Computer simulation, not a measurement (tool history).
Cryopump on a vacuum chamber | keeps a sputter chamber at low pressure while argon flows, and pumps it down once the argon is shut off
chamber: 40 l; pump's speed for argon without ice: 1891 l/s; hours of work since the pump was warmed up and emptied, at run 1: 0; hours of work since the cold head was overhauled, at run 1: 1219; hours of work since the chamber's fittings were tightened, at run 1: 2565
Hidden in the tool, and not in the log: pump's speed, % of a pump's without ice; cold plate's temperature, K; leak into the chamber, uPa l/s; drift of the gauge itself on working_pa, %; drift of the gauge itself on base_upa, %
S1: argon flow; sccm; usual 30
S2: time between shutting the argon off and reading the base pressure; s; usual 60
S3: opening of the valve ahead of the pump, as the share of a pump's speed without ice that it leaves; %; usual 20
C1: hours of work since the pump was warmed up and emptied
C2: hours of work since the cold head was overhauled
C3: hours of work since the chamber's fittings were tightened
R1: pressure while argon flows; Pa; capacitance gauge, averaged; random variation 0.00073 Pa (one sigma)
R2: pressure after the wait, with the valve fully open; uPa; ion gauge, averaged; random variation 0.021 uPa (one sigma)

run 1 hour=0 | S1=30 S2=60 S3=20 | C1=0 C2=1219 C3=2565 | R1=0.1359 R2=1.91
run 2 hour=28.9 | S1=30 S2=60 S3=20 | C1=22 C2=1240 C3=2587 | R1=0.1352 R2=1.97
-- hour=52.8 leaking fittings of the chamber tightened, without venting
run 3 hour=80.5 | S1=30 S2=60 S3=20 | C1=59 C2=1278 C3=21 | R1=0.1369 R2=0.48
run 4 hour=120.7 | S1=30 S2=60 S3=20 | C1=89 C2=1308 C3=51 | R1=0.1356 R2=0.54
run 5 hour=166.5 | S1=30 S2=60 S3=20 | C1=124 C2=1342 C3=85 | R1=0.135 R2=0.55
run 6 hour=213.3 | S1=30 S2=46 S3=20 | C1=159 C2=1377 C3=121 | R1=0.1379 R2=0.67
run 7 hour=246.5 | S1=30 S2=60 S3=31 | C1=184 C2=1402 C3=146 | R1=0.0895 R2=0.56
run 8 hour=276.1 | S1=30 S2=60 S3=15 | C1=206 C2=1425 C3=168 | R1=0.1817 R2=0.61
run 9 hour=321.6 | S1=30 S2=60 S3=15 | C1=240 C2=1459 C3=202 | R1=0.1844 R2=0.61
run 10 hour=355.7 | S1=30 S2=60 S3=20 | C1=266 C2=1484 C3=228 | R1=0.1379 R2=0.66
run 11 hour=398.3 | S1=30 S2=60 S3=23 | C1=298 C2=1516 C3=260 | R1=0.124 R2=0.66
run 12 hour=440.1 | S1=24 S2=20 S3=32 | C1=329 C2=1548 C3=291 | R1=0.072 R2=1.29
run 13 hour=462.1 | S1=34 S2=20 S3=44 | C1=346 C2=1564 C3=308 | R1=0.0761 R2=1.35
run 14 hour=503.9 | S1=30 S2=151 S3=24 | C1=377 C2=1596 C3=339 | R1=0.1179 R2=0.54
-- hour=512.1 pump warmed up, emptied and cooled again
run 15 hour=530.3 | S1=13 S2=60 S3=15 | C1=14 C2=1612 C3=355 | R1=0.0781 R2=0.68
run 16 hour=576.1 | S1=28 S2=60 S3=16 | C1=48 C2=1646 C3=389 | R1=0.1562 R2=0.72
run 17 hour=611.1 | S1=28 S2=60 S3=16 | C1=74 C2=1673 C3=416 | R1=0.1587 R2=0.7
run 18 hour=662.5 | S1=30 S2=22 S3=40 | C1=113 C2=1711 C3=454 | R1=0.0699 R2=1.28
run 19 hour=711.6 | S1=30 S2=22 S3=40 | C1=150 C2=1748 C3=491 | R1=0.0695 R2=1.28
run 20 hour=760.8 | S1=30 S2=30 S3=41 | C1=187 C2=1785 C3=528 | R1=0.0688 R2=1.09
run 21 hour=793.3 | S1=55 S2=140 S3=49 | C1=211 C2=1809 C3=553 | R1=0.1069 R2=0.68
run 22 hour=824.6 | S1=55 S2=140 S3=49 | C1=235 C2=1833 C3=576 | R1=0.1074 R2=0.64

3 ways to go on from here, each from the tool as it stands after run 22. What would each give?
run A hour=845.6 | S1=35 S2=22 S3=24 | C1=251 C2=1849 C3=592 | R1=? R2=?
run B hour=845.6 | S1=30 S2=60 S3=21 | C1=251 C2=1849 C3=592 | R1=? R2=?
run C hour=845.6 | S1=15 S2=60 S3=52 | C1=251 C2=1849 C3=592 | R1=? R2=?

run=A R1=0.1347 R2=1.42
run=B R1=0.1321 R2=0.85
run=C R1=0.0273 R2=0.88
Without the tool's hidden state the same runs would have given:
run=A R1=0.1295 R2=1.01
run=B R1=0.1276 R2=0.45
run=C R1=0.0251 R2=0.47
